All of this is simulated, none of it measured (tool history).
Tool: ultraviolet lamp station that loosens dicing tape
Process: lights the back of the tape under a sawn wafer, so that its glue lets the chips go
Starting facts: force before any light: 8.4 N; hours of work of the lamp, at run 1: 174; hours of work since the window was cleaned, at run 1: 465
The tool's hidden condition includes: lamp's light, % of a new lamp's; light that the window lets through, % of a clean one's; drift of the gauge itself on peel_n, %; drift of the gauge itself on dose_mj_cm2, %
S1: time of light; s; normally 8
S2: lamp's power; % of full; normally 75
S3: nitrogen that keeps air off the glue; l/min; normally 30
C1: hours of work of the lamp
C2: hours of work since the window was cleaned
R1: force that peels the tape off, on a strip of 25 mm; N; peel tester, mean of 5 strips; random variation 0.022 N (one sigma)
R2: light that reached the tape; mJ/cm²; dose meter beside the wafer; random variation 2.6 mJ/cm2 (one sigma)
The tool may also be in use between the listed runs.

Run 1, hour 0: usual settings; C1 174; C2 465. Result: R1 1.494 N, R2 271 mJ/cm².
Run 2, hour 11.3: usual settings but S1 6 s; C1 179; C2 470. Result: R1 2.259 N, R2 199 mJ/cm².
Run 3, hour 19.5: usual settings but S1 6 s; C1 183; C2 474. Result: R1 2.207 N, R2 199 mJ/cm².
Run 4, hour 29.2: usual settings but S3 20 l/min; C1 188; C2 479. Result: R1 1.93 N, R2 270 mJ/cm².
Run 5, hour 41.1: usual settings but S3 20 l/min; C1 194; C2 485. Result: R1 1.932 N, R2 270 mJ/cm².
Run 6, hour 49.6: usual settings but S3 20 l/min; C1 198; C2 489. Result: R1 1.973 N, R2 268 mJ/cm².
At hour 50.8: window cleaned of glue's vapour.
Run 7, hour 57.6: usual settings but S2 95 % of full, S3 20 l/min; C1 202; C2 3. Result: R1 1.458 N, R2 320 mJ/cm².
Run 8, hour 70.7: usual settings but S2 95 % of full, S3 15 l/min; C1 208; C2 10. Result: R1 1.831 N, R2 314 mJ/cm².
Run 9, hour 79.7: usual settings but S1 6 s; C1 213; C2 14. Result: R1 2.556 N, R2 187 mJ/cm².
At hour 88.2: window cleaned of glue's vapour, once more.
Run 10, hour 90.9: usual settings but S1 6 s; C1 218; C2 1. Result: R1 2.047 N, R2 217 mJ/cm².
Run 11, hour 100.7: usual settings but S3 18 l/min; C1 223; C2 6. Result: R1 1.83 N, R2 297 mJ/cm².
Run 12, hour 109.8: usual settings but S3 18 l/min; C1 227; C2 11. Result: R1 1.828 N, R2 290 mJ/cm².
Run 13, hour 116: usual settings but S3 18 l/min; C1 230; C2 14. Result: R1 1.851 N, R2 294 mJ/cm².
Run 14, hour 122.5: usual settings but S1 9 s, S2 63 % of full, S3 17 l/min; C1 234; C2 17. Result: R1 2.079 N, R2 280 mJ/cm².
Run 15, hour 134.5: usual settings but S1 9 s, S2 63 % of full, S3 17 l/min; C1 239; C2 23. Result: R1 2.051 N, R2 279 mJ/cm².
Run 16, hour 143.5: usual settings but S1 9 s, S2 86 % of full, S3 28 l/min; C1 244; C2 27. Result: R1 0.853 N, R2 378 mJ/cm².
Run 17, hour 154.2: usual settings but S1 7 s, S2 66 % of full, S3 24 l/min; C1 249; C2 32. Result: R1 2.231 N, R2 228 mJ/cm².
Run 18, hour 164.9: usual settings but S1 7 s, S2 83 % of full, S3 17 l/min; C1 254; C2 38. Result: R1 2.06 N, R2 282 mJ/cm².
Run 19, hour 177: usual settings but S1 7 s, S2 83 % of full, S3 37 l/min; C1 260; C2 44. Result: R1 1.19 N, R2 281 mJ/cm².
Run 20, hour 184.4: usual settings but S1 7 s, S2 83 % of full, S3 37 l/min; C1 264; C2 47. Result: R1 1.285 N, R2 282 mJ/cm².

Branching from run 20: 4 alternative next runs. What would each branch give?
Run A, hour 196.5: usual settings but S1 7 s, S2 97 % of full, S3 37 l/min; C1 270; C2 53. Result: R1 ?, R2 ?.
Run B, hour 196.5: usual settings but S1 7 s, S2 69 % of full, S3 33 l/min; C1 270; C2 53. Result: R1 ?, R2 ?.
Run C, hour 196.5: usual settings but S1 7 s, S2 79 % of full, S3 10 l/min; C1 270; C2 53. Result: R1 ?, R2 ?.
Run D, hour 196.5: usual settings but S2 95 % of full; C1 270; C2 53. Result: R1 ?, R2 ?.

run     R1   R2
  A    0.9  325
  B   1.79  233
  C  2.818  262
  D  0.836  367
With no hidden state in the tool, these same runs would have given:
run     R1   R2
  A  0.725  360
  B  1.522  258
  C  2.511  291
  D  0.667  407
